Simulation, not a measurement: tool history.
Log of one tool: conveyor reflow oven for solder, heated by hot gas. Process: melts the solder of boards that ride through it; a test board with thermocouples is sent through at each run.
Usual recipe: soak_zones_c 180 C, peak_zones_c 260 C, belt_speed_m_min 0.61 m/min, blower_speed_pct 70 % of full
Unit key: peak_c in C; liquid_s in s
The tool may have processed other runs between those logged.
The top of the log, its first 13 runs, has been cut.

run 14 day=7.604 | soak_zones_c=180 peak_zones_c=260 belt_speed_m_min=0.61 blower_speed_pct=70 | peak_c=243.2 liquid_s=45.7
run 15 day=8.033 | soak_zones_c=180 peak_zones_c=260 belt_speed_m_min=0.61 blower_speed_pct=70 | peak_c=243.1 liquid_s=45.9
run 16 day=8.767 | soak_zones_c=180 peak_zones_c=260 belt_speed_m_min=0.61 blower_speed_pct=70 | peak_c=243.5 liquid_s=46.2
run 17 day=9.246 | soak_zones_c=180 peak_zones_c=260 belt_speed_m_min=0.61 blower_speed_pct=70 | peak_c=243.3 liquid_s=46.2
run 18 day=9.583 | soak_zones_c=180 peak_zones_c=260 belt_speed_m_min=0.61 blower_speed_pct=70 | peak_c=242.8 liquid_s=46
run 19 day=10.042 | soak_zones_c=180 peak_zones_c=260 belt_speed_m_min=0.61 blower_speed_pct=81 | peak_c=245.5 liquid_s=48.6
run 20 day=10.492 | soak_zones_c=181 peak_zones_c=260 belt_speed_m_min=0.61 blower_speed_pct=57 | peak_c=239.9 liquid_s=42.4
run 21 day=11.121 | soak_zones_c=175 peak_zones_c=274 belt_speed_m_min=0.666 blower_speed_pct=70 | peak_c=250.4 liquid_s=45.4
run 22 day=11.446 | soak_zones_c=180 peak_zones_c=248 belt_speed_m_min=0.596 blower_speed_pct=70 | peak_c=234 liquid_s=37.6
run 23 day=11.983 | soak_zones_c=170 peak_zones_c=255 belt_speed_m_min=0.532 blower_speed_pct=62 | peak_c=239.7 liquid_s=46
run 24 day=12.367 | soak_zones_c=167 peak_zones_c=253 belt_speed_m_min=0.502 blower_speed_pct=51 | peak_c=236.2 liquid_s=42.3
run 25 day=12.896 | soak_zones_c=167 peak_zones_c=253 belt_speed_m_min=0.502 blower_speed_pct=51 | peak_c=236 liquid_s=42.7
run 26 day=13.242 | soak_zones_c=167 peak_zones_c=253 belt_speed_m_min=0.502 blower_speed_pct=51 | peak_c=236.1 liquid_s=43
run 27 day=13.729 | soak_zones_c=186 peak_zones_c=259 belt_speed_m_min=0.642 blower_speed_pct=76 | peak_c=243.4 liquid_s=45.7

Run 28, settings as shown, results not yet in. Your forecast:
run 28 day=14.104 | soak_zones_c=186 peak_zones_c=259 belt_speed_m_min=0.642 blower_speed_pct=72 | peak_c=? liquid_s=?

For run 28 the tool returned peak_c 242.6 C, liquid_s 45 s.
If the tool had no hidden condition, the same run with the same run-to-run variation would have returned peak_c 242.7 C, liquid_s 45 s.
